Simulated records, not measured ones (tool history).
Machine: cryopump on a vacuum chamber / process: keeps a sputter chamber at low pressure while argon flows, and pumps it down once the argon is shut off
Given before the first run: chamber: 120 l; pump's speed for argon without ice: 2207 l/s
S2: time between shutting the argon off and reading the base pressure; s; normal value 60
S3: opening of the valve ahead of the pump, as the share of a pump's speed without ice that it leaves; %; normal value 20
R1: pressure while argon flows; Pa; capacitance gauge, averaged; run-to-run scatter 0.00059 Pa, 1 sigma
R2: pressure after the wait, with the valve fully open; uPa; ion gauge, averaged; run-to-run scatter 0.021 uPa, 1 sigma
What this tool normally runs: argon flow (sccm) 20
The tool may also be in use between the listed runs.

{"run": 1, "hour": 0.0, "argon flow (sccm)": 20, "S2": 60, "S3": 20, "R1": 0.0783, "R2": 0.98}
{"run": 2, "hour": 12.6, "argon flow (sccm)": 20, "S2": 60, "S3": 20, "R1": 0.0783, "R2": 1.0}
{"run": 3, "hour": 23.9, "argon flow (sccm)": 20, "S2": 60, "S3": 20, "R1": 0.0782, "R2": 1.05}
{"run": 4, "hour": 31.0, "argon flow (sccm)": 20, "S2": 60, "S3": 20, "R1": 0.0786, "R2": 0.98}
{"run": 5, "hour": 46.0, "argon flow (sccm)": 20, "S2": 60, "S3": 20, "R1": 0.0785, "R2": 1.06}
{"run": 6, "hour": 59.6, "argon flow (sccm)": 20, "S2": 60, "S3": 20, "R1": 0.0786, "R2": 1.05}
{"run": 7, "hour": 74.5, "argon flow (sccm)": 20, "S2": 60, "S3": 20, "R1": 0.0791, "R2": 1.04}
{"run": 8, "hour": 82.7, "argon flow (sccm)": 20, "S2": 60, "S3": 20, "R1": 0.0789, "R2": 1.03}
{"run": 9, "hour": 98.1, "argon flow (sccm)": 20, "S2": 60, "S3": 20, "R1": 0.0792, "R2": 1.09}
{"run": 10, "hour": 109.6, "argon flow (sccm)": 20, "S2": 60, "S3": 20, "R1": 0.0786, "R2": 1.1}
{"run": 11, "hour": 118.3, "argon flow (sccm)": 20, "S2": 60, "S3": 20, "R1": 0.0793, "R2": 1.06}
{"run": 12, "hour": 127.3, "argon flow (sccm)": 20, "S2": 60, "S3": 40, "R1": 0.0411, "R2": 1.07}
{"run": 13, "hour": 139.4, "argon flow (sccm)": 20, "S2": 60, "S3": 40, "R1": 0.0406, "R2": 1.09}
{"run": 14, "hour": 146.3, "argon flow (sccm)": 20, "S2": 25, "S3": 20, "R1": 0.0789, "R2": 1.53}
{"run": 15, "hour": 156.2, "argon flow (sccm)": 20, "S2": 25, "S3": 20, "R1": 0.079, "R2": 1.53}
{"run": 16, "hour": 163.6, "argon flow (sccm)": 20, "S2": 25, "S3": 20, "R1": 0.0785, "R2": 1.53}
{"run": 17, "hour": 175.9, "argon flow (sccm)": 20, "S2": 25, "S3": 20, "R1": 0.0793, "R2": 1.57}
{"run": 18, "hour": 188.1, "argon flow (sccm)": 20, "S2": 60, "S3": 16, "R1": 0.0968, "R2": 1.15}
{"run": 19, "hour": 197.3, "argon flow (sccm)": 20, "S2": 60, "S3": 16, "R1": 0.0998, "R2": 1.13}
{"run": 20, "hour": 204.3, "argon flow (sccm)": 20, "S2": 60, "S3": 16, "R1": 0.0973, "R2": 1.15}
{"run": 21, "hour": 215.8, "argon flow (sccm)": 33, "S2": 168, "S3": 16, "R1": 0.1634, "R2": 0.94}
{"run": 22, "hour": 226.4, "argon flow (sccm)": 36, "S2": 46, "S3": 37, "R1": 0.0795, "R2": 1.27}
{"run": 23, "hour": 238.3, "argon flow (sccm)": 36, "S2": 46, "S3": 37, "R1": 0.0792, "R2": 1.23}
{"run": 24, "hour": 252.7, "argon flow (sccm)": 36, "S2": 46, "S3": 37, "R1": 0.0794, "R2": 1.36}
{"run": 25, "hour": 262.8, "argon flow (sccm)": 36, "S2": 46, "S3": 37, "R1": 0.0795, "R2": 1.26}
{"run": 26, "hour": 274.7, "argon flow (sccm)": 20, "S2": 148, "S3": 20, "R1": 0.0798, "R2": 1.01}
{"run": 27, "hour": 288.4, "argon flow (sccm)": 20, "S2": 148, "S3": 20, "R1": 0.0792, "R2": 1.06}
{"run": 28, "hour": 301.6, "argon flow (sccm)": 22, "S2": 148, "S3": 20, "R1": 0.0869, "R2": 1.06}
{"run": 29, "hour": 311.1, "argon flow (sccm)": 22, "S2": 148, "S3": 20, "R1": 0.0874, "R2": 1.04}
{"run": 30, "hour": 323.8, "argon flow (sccm)": 10, "S2": 148, "S3": 20, "R1": 0.039, "R2": 1.07}
{"run": 31, "hour": 337.3, "argon flow (sccm)": 10, "S2": 148, "S3": 20, "R1": 0.0398, "R2": 1.05}
{"run": 32, "hour": 352.4, "argon flow (sccm)": 32, "S2": 49, "S3": 17, "R1": 0.149, "R2": 1.39}
{"run": 33, "hour": 366.8, "argon flow (sccm)": 34, "S2": 103, "S3": 51, "R1": 0.0558, "R2": 1.16}
{"run": 34, "hour": 378.8, "argon flow (sccm)": 34, "S2": 103, "S3": 51, "R1": 0.0554, "R2": 1.16}

For some of the steps in R1 from one run to the next: how much would appear even if the tool had no hidden state, given the settings, what came in and random variation, and how much remains for the hidden state plus any gauge scatter that the measured result and the result without hidden state don't share?
Hidden conditions of the tool in this case: pump's speed, % of a pump's without ice; cold plate's temperature, K; leak into the chamber, uPa l/s; drift of the gauge itself on working_pa, %; drift of the gauge itself on base_upa, %.
Run 20 -> 21: argon flow (sccm) 20 -> 33, S2 60 -> 168. R1 +0.0661 Pa: hidden state +0.0016, all else +0.0645.
Run 21 -> 22: argon flow (sccm) 33 -> 36, S2 168 -> 46, S3 16 -> 37. R1 -0.0839 Pa: hidden state +0.0004, all else -0.0843.
Run 25 -> 26: argon flow (sccm) 36 -> 20, S2 46 -> 148, S3 37 -> 20. R1 +0.0003 Pa: hidden state -0.0020, all else +0.0023.
Run 31 -> 32: argon flow (sccm) 10 -> 32, S2 148 -> 49, S3 20 -> 17. R1 +0.1092 Pa: hidden state +0.0033, all else +0.1059.
Run 32 -> 33: argon flow (sccm) 32 -> 34, S2 49 -> 103, S3 17 -> 51. R1 -0.0932 Pa: hidden state +0.0003, all else -0.0935.
